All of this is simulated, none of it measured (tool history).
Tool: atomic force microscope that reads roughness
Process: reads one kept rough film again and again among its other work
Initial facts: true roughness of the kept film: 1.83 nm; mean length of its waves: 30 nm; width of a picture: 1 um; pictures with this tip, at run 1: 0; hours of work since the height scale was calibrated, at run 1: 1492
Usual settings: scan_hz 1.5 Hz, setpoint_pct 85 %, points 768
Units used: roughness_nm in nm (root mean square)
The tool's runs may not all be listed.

run,hour,scan_hz,setpoint_pct,points,pictures with this tip,hours of work since the height scale was calibrated,roughness_nm
1,0,1.5,85,768,0,1492,1.526
2,54.7,1.5,85,768,71,1521,1.532
3,100.8,1.5,55,768,130,1546,1.693
4,161,1.5,55,768,208,1579,1.696
5,209.4,1.5,55,768,271,1605,1.693
# hour 259.7: new tip fitted
6,270.3,1.5,55,768,14,1638,1.694
7,336.8,1.5,89,768,100,1674,1.476
8,395.8,1.5,85,768,176,1705,1.532
9,451.7,1.5,85,768,249,1736,1.534
10,510.5,1.5,80,768,325,1767,1.566
# hour 517.3: new tip fitted
11,558.5,1.5,80,768,53,1793,1.568
12,608.3,1.5,80,768,118,1820,1.572
13,648.4,2.81,80,768,170,1842,1.456
14,704.8,1.43,85,768,243,1872,1.536
# hour 774.9: new tip fitted
15,774.9,1.27,85,768,0,1910,1.566
# hour 813.6: height scale calibrated on a step standard
16,845,1.5,85,768,89,17,1.53
17,884.1,1.5,85,768,140,38,1.517
18,930,1.5,85,768,199,63,1.527
19,979.1,1.5,59,768,263,89,1.679
20,1024.9,1.5,59,768,322,114,1.672
# hour 1032.5: new tip fitted
21,1055.3,1.5,85,768,30,130,1.533
22,1109.3,1.5,85,768,100,159,1.527
23,1160.6,1.5,85,768,166,187,1.524
24,1230,1.5,85,984,256,225,1.516
25,1261.6,1.5,67,768,297,242,1.649
# hour 1292.8: new tip fitted
26,1331.4,1.5,67,768,50,279,1.64
27,1362.5,0.59,67,768,90,296,1.695
28,1412.4,0.59,67,768,154,323,1.691
29,1455,0.84,85,768,210,346,1.611
30,1520.1,1.91,85,768,294,381,1.483
# hour 1552.2: new tip fitted
31,1570.2,0.94,87,768,23,408,1.571
32,1639.7,0.94,87,768,113,445,1.588
33,1672,0.94,87,695,155,463,1.587
34,1709.2,4,61,903,203,483,1.576
35,1747.1,0.9,65,1009,252,503,1.689
36,1796.2,0.9,65,1009,316,530,1.671
# hour 1811.9: new tip fitted
37,1848.3,0.9,65,1009,47,558,1.689
38,1880.3,3.28,73,768,89,575,1.493
39,1917.4,3.11,76,560,137,595,1.47
40,1967.7,3.11,88,458,202,622,1.314
41,2003,1.33,88,378,248,641,1.497
42,2047.2,1.33,88,378,305,665,1.507
# hour 2072.5: new tip fitted
43,2110.6,1.33,88,378,49,699,1.513
44,2149.6,1.33,88,378,100,720,1.517
45,2201.2,1.5,60,768,167,748,1.683
46,2235,1.5,85,350,210,766,1.519
47,2266.2,1.08,65,756,251,783,1.66
48,2310.9,1.5,88,380,309,807,1.489

Run 49 is up next; what results do you expect?
# hour 2332.6: new tip fitted
49,2360.3,1.5,88,380,36,834,?

{"run 49": {"roughness_nm": 1.496}}
Had the tool carried no hidden state, the very same run would have given roughness_nm 1.497 nm (root mean square).
